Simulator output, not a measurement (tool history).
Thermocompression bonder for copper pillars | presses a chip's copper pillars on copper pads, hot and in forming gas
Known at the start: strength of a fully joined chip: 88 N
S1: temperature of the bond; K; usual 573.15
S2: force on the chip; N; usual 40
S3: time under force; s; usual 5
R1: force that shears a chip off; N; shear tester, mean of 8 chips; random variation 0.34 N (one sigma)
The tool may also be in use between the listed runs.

run 1 hour=0.0 | S1=573.15 S2=40 S3=5 | R1=37.3
run 2 hour=24.8 | S1=573.15 S2=40 S3=5 | R1=37.3
run 3 hour=50.8 | S1=573.15 S2=40 S3=15 | R1=52.2
run 4 hour=65.0 | S1=573.15 S2=40 S3=15 | R1=51.8
run 5 hour=75.7 | S1=573.15 S2=29 S3=5 | R1=26.6
run 6 hour=98.5 | S1=573.15 S2=40 S3=5 | R1=36.5
run 7 hour=122.3 | S1=573.15 S2=40 S3=5 | R1=36.1
-- hour=136.3 forming gas filter changed
run 8 hour=137.7 | S1=573.15 S2=40 S3=5 | R1=38.9
run 9 hour=152.0 | S1=573.15 S2=40 S3=5 | R1=39.2
run 10 hour=175.4 | S1=579.15 S2=40 S3=5 | R1=41.5
run 11 hour=189.7 | S1=579.15 S2=40 S3=5 | R1=41.8
run 12 hour=204.3 | S1=579.15 S2=40 S3=5 | R1=41.9
run 13 hour=216.9 | S1=573.15 S2=25 S3=5 | R1=24.1
run 14 hour=240.0 | S1=573.15 S2=25 S3=5 | R1=23.6
run 15 hour=261.0 | S1=573.15 S2=25 S3=5 | R1=24.0
run 16 hour=277.3 | S1=573.15 S2=25 S3=5 | R1=23.8
run 17 hour=296.4 | S1=573.15 S2=40 S3=4 | R1=35.0
run 18 hour=316.1 | S1=573.15 S2=40 S3=4 | R1=35.2
run 19 hour=330.7 | S1=573.15 S2=40 S3=4 | R1=34.6
run 20 hour=347.1 | S1=573.15 S2=40 S3=12 | R1=50.3
run 21 hour=368.5 | S1=582.15 S2=40 S3=5 | R1=41.4
run 22 hour=379.1 | S1=583.15 S2=26 S3=5 | R1=26.8
run 23 hour=397.2 | S1=603.15 S2=30 S3=13 | R1=53.0
-- hour=418.3 heater calibrated with a thermocouple chip
run 24 hour=418.3 | S1=573.15 S2=40 S3=6 | R1=42.4
run 25 hour=431.7 | S1=588.15 S2=40 S3=6 | R1=49.2
run 26 hour=455.4 | S1=588.15 S2=24 S3=9 | R1=36.2
run 27 hour=468.1 | S1=588.15 S2=24 S3=9 | R1=36.2
run 28 hour=489.1 | S1=578.15 S2=42 S3=9 | R1=53.1
run 29 hour=501.1 | S1=593.15 S2=25 S3=11 | R1=42.1
run 30 hour=514.2 | S1=591.15 S2=51 S3=12 | R1=69.4
run 31 hour=525.7 | S1=570.15 S2=51 S3=10 | R1=57.5
run 32 hour=542.3 | S1=544.15 S2=48 S3=4 | R1=30.6
run 33 hour=557.2 | S1=559.15 S2=40 S3=6 | R1=36.2
run 34 hour=567.9 | S1=559.15 S2=40 S3=6 | R1=36.2
run 35 hour=590.2 | S1=573.15 S2=25 S3=5 | R1=24.9
run 36 hour=615.6 | S1=573.15 S2=25 S3=5 | R1=24.6
run 37 hour=628.1 | S1=573.15 S2=25 S3=3 | R1=20.2
run 38 hour=642.6 | S1=573.15 S2=40 S3=13 | R1=52.8
run 39 hour=659.3 | S1=573.15 S2=40 S3=13 | R1=53.1
run 40 hour=670.2 | S1=564.15 S2=40 S3=5 | R1=35.0
run 41 hour=692.7 | S1=587.15 S2=47 S3=15 | R1=66.1

The same runs without the tool's hidden state, with the same run-to-run variation:
The hidden state here: true temperature of the bond over the reading, C; force that reaches the chip, % of what is set; oxide that the forming gas leaves, % of the face; drift of the gauge itself on shear_n, %.
run=1 R1=41.5
run=2 R1=41.6
run=3 R1=57.8
run=4 R1=57.6
run=5 R1=30.2
run=6 R1=41.2
run=7 R1=40.9
run=8 R1=41.2
run=9 R1=41.6
run=10 R1=44.1
run=11 R1=44.5
run=12 R1=44.7
run=13 R1=26.1
run=14 R1=25.6
run=15 R1=26.2
run=16 R1=26.0
run=17 R1=38.1
run=18 R1=38.4
run=19 R1=37.8
run=20 R1=54.5
run=21 R1=45.2
run=22 R1=29.6
run=23 R1=57.3
run=24 R1=43.5
run=25 R1=50.6
run=26 R1=37.3
run=27 R1=37.3
run=28 R1=55.1
run=29 R1=43.7
run=30 R1=72.4
run=31 R1=60.0
run=32 R1=31.9
run=33 R1=37.9
run=34 R1=37.9
run=35 R1=26.2
run=36 R1=26.0
run=37 R1=21.3
run=38 R1=56.1
run=39 R1=56.5
run=40 R1=37.3
run=41 R1=70.8
